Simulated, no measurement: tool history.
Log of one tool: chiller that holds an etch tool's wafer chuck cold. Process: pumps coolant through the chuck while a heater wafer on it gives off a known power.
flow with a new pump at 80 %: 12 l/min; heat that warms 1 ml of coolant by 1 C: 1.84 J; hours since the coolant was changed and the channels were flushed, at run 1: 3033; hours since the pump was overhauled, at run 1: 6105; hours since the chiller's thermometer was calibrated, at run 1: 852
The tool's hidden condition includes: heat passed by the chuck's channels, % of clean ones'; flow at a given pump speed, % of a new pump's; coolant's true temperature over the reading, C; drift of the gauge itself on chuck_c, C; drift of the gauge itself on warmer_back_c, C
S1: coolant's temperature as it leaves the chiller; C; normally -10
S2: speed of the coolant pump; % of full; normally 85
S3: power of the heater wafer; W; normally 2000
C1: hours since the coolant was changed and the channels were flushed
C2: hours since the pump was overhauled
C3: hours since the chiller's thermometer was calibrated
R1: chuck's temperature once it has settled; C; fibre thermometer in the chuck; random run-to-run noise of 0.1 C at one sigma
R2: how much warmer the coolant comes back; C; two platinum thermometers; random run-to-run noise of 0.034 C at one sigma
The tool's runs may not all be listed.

run 1 hour=0.0 | S1=-10 S2=85 S3=2000 | C1=3033 C2=6105 C3=852 | R1=13.0 R2=5.50
run 2 hour=92.0 | S1=-10 S2=85 S3=2000 | C1=3125 C2=6197 C3=944 | R1=13.2 R2=5.36
run 3 hour=224.1 | S1=-10 S2=85 S3=2000 | C1=3257 C2=6329 C3=1076 | R1=13.2 R2=5.43
run 4 hour=379.1 | S1=-10 S2=85 S3=2000 | C1=3412 C2=6484 C3=1231 | R1=13.3 R2=5.48
run 5 hour=458.7 | S1=-1 S2=85 S3=2000 | C1=3491 C2=6564 C3=1311 | R1=22.5 R2=5.46
run 6 hour=623.6 | S1=-10 S2=85 S3=2000 | C1=3656 C2=6729 C3=1476 | R1=13.6 R2=5.49
run 7 hour=706.3 | S1=-10 S2=85 S3=2000 | C1=3739 C2=6812 C3=1558 | R1=13.8 R2=5.45
run 8 hour=777.4 | S1=-10 S2=85 S3=2000 | C1=3810 C2=6883 C3=1629 | R1=13.7 R2=5.48
run 9 hour=914.4 | S1=-10 S2=85 S3=1162 | C1=3947 C2=7020 C3=1766 | R1=3.9 R2=3.19
run 10 hour=1051.9 | S1=-10 S2=85 S3=1162 | C1=4085 C2=7157 C3=1904 | R1=3.9 R2=3.14
run 11 hour=1123.4 | S1=-2 S2=69 S3=1046 | C1=4156 C2=7229 C3=1975 | R1=12.5 R2=3.55
run 12 hour=1221.5 | S1=-11 S2=85 S3=2000 | C1=4254 C2=7327 C3=2074 | R1=13.1 R2=5.51
run 13 hour=1305.9 | S1=-4 S2=85 S3=2204 | C1=4339 C2=7411 C3=2158 | R1=22.6 R2=6.02
run 14 hour=1441.6 | S1=-4 S2=85 S3=2204 | C1=4474 C2=7547 C3=2294 | R1=22.5 R2=6.01
run 15 hour=1616.1 | S1=-4 S2=85 S3=2204 | C1=4649 C2=7721 C3=2468 | R1=22.6 R2=6.06
run 16 hour=1726.1 | S1=-4 S2=85 S3=2204 | C1=4759 C2=7831 C3=2578 | R1=22.8 R2=6.07
run 17 hour=1826.3 | S1=-6 S2=80 S3=1321 | C1=4859 C2=7932 C3=2678 | R1=11.0 R2=3.87

Forecast each of these 3 alternatives for the next run:
run A hour=1960.3 | S1=-19 S2=62 S3=1829 | C1=4993 C2=8066 C3=2812 | R1=? R2=?
run B hour=1960.3 | S1=-12 S2=73 S3=1053 | C1=4993 C2=8066 C3=2812 | R1=? R2=?
run C hour=1960.3 | S1=-6 S2=80 S3=2703 | C1=4993 C2=8066 C3=2812 | R1=? R2=?

run=A R1=8.9 R2=6.99
run=B R1=2.5 R2=3.40
run=C R1=28.6 R2=7.96
Without the tool's hidden state the same runs would have given:
run=A R1=4.6 R2=6.46
run=B R1=0.1 R2=3.14
run=C R1=23.3 R2=7.36
